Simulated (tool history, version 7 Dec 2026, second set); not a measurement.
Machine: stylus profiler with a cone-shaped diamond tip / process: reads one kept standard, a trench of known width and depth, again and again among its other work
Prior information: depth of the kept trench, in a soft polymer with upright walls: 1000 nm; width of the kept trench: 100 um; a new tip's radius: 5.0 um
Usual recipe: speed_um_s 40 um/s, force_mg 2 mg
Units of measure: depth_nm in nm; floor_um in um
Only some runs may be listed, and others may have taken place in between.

Run 1, hour 0: usual settings. Result: depth_nm 1011.07 nm, floor_um 93.83 um.
Run 2, hour 22.4: usual settings but speed_um_s 22 um/s. Result: depth_nm 1011.7 nm, floor_um 93.92 um.
Run 3, hour 40.4: usual settings but speed_um_s 22 um/s. Result: depth_nm 1011.68 nm, floor_um 93.91 um.
Run 4, hour 67.1: usual settings but speed_um_s 22 um/s, force_mg 3.09 mg. Result: depth_nm 1015.41 nm, floor_um 93.9 um.
Run 5, hour 98.4: usual settings but speed_um_s 22 um/s, force_mg 3.09 mg. Result: depth_nm 1015.18 nm, floor_um 93.95 um.
Run 6, hour 118.8: usual settings but speed_um_s 22 um/s, force_mg 3.09 mg. Result: depth_nm 1015.35 nm, floor_um 93.87 um.
Run 7, hour 147.4: usual settings but speed_um_s 22 um/s, force_mg 3.09 mg. Result: depth_nm 1015.26 nm, floor_um 94 um.
Run 8, hour 169.7: usual settings but speed_um_s 22 um/s, force_mg 3.09 mg. Result: depth_nm 1015.38 nm, floor_um 93.96 um.
Run 9, hour 189.4: usual settings but speed_um_s 22 um/s, force_mg 3.09 mg. Result: depth_nm 1015.09 nm, floor_um 93.92 um.
Run 10, hour 208.1: usual settings but speed_um_s 18 um/s, force_mg 3.09 mg. Result: depth_nm 1015.12 nm, floor_um 93.94 um.
Run 11, hour 240.3: usual settings. Result: depth_nm 1011.61 nm, floor_um 93.87 um.
Run 12, hour 262: usual settings. Result: depth_nm 1011.43 nm, floor_um 93.92 um.
Run 13, hour 289.2: usual settings. Result: depth_nm 1011.51 nm, floor_um 93.86 um.
Run 14, hour 318.7: usual settings but force_mg 4.35 mg. Result: depth_nm 1019.13 nm, floor_um 93.95 um.
Run 15, hour 336.7: usual settings but force_mg 4.35 mg. Result: depth_nm 1019.19 nm, floor_um 93.97 um.
Run 16, hour 354.6: usual settings but force_mg 4.35 mg. Result: depth_nm 1019.1 nm, floor_um 93.92 um.
Run 17, hour 372.6: usual settings but force_mg 2.12 mg. Result: depth_nm 1012.01 nm, floor_um 93.87 um.
Run 18, hour 403.1: usual settings but speed_um_s 51 um/s, force_mg 2.79 mg. Result: depth_nm 1014.2 nm, floor_um 93.87 um.
Run 19, hour 430.7: usual settings but speed_um_s 154 um/s, force_mg 2.27 mg. Result: depth_nm 1012.11 nm, floor_um 93.57 um.
Run 20, hour 456.9: usual settings but speed_um_s 143 um/s. Result: depth_nm 1011.4 nm, floor_um 93.56 um.
Run 21, hour 480.6: usual settings but speed_um_s 65 um/s, force_mg 1.14 mg. Result: depth_nm 1007.88 nm, floor_um 93.71 um.
Run 22, hour 506.8: usual settings but speed_um_s 17 um/s, force_mg 1.97 mg. Result: depth_nm 1011.26 nm, floor_um 94 um.
Run 23, hour 528.4: usual settings but speed_um_s 10 um/s, force_mg 0.78 mg. Result: depth_nm 1006.31 nm, floor_um 93.96 um.
Run 24, hour 543.3: usual settings but speed_um_s 38 um/s, force_mg 1.75 mg. Result: depth_nm 1010.6 nm, floor_um 93.87 um.
Run 25, hour 575.5: usual settings but speed_um_s 26 um/s, force_mg 5.97 mg. Result: depth_nm 1023.65 nm, floor_um 94.02 um.
Run 26, hour 589: usual settings but speed_um_s 93 um/s, force_mg 1.67 mg. Result: depth_nm 1009.97 nm, floor_um 93.72 um.
Run 27, hour 611.5: usual settings but speed_um_s 71 um/s, force_mg 2.78 mg. Result: depth_nm 1013.91 nm, floor_um 93.86 um.
Run 28, hour 633.6: usual settings but speed_um_s 15 um/s, force_mg 4.74 mg. Result: depth_nm 1020.53 nm, floor_um 93.96 um.
Run 29, hour 662.3: usual settings but speed_um_s 27 um/s, force_mg 1.25 mg. Result: depth_nm 1008.4 nm, floor_um 93.92 um.
Run 30, hour 684.6: usual settings but speed_um_s 26 um/s, force_mg 3.21 mg. Result: depth_nm 1015.61 nm, floor_um 93.99 um.
Run 31, hour 700.5: usual settings but speed_um_s 26 um/s, force_mg 3.21 mg. Result: depth_nm 1015.96 nm, floor_um 93.91 um.
Run 32, hour 714.8: usual settings but speed_um_s 129 um/s, force_mg 3.39 mg. Result: depth_nm 1016.23 nm, floor_um 93.72 um.
Run 33, hour 734.6: usual settings but speed_um_s 33 um/s, force_mg 1.14 mg. Result: depth_nm 1008.4 nm, floor_um 93.85 um.

Forecast each of these 3 alternatives for the next run:
Run A, hour 758.2: usual settings but speed_um_s 105 um/s, force_mg 1.57 mg. Result: depth_nm ?, floor_um ?.
Run B, hour 758.2: usual settings but speed_um_s 27 um/s, force_mg 0.77 mg. Result: depth_nm ?, floor_um ?.
Run C, hour 758.2: usual settings but speed_um_s 33 um/s, force_mg 4.29 mg. Result: depth_nm ?, floor_um ?.

run  depth_nm  floor_um
  A    1009.6      93.7
  B   1005.86     93.87
  C   1019.01     93.92
The same runs, with their run-to-run variation unchanged, on a tool lacking any hidden condition would have given:
run  depth_nm  floor_um
  A   1009.57      93.7
  B   1005.83     93.87
  C   1018.97     93.92
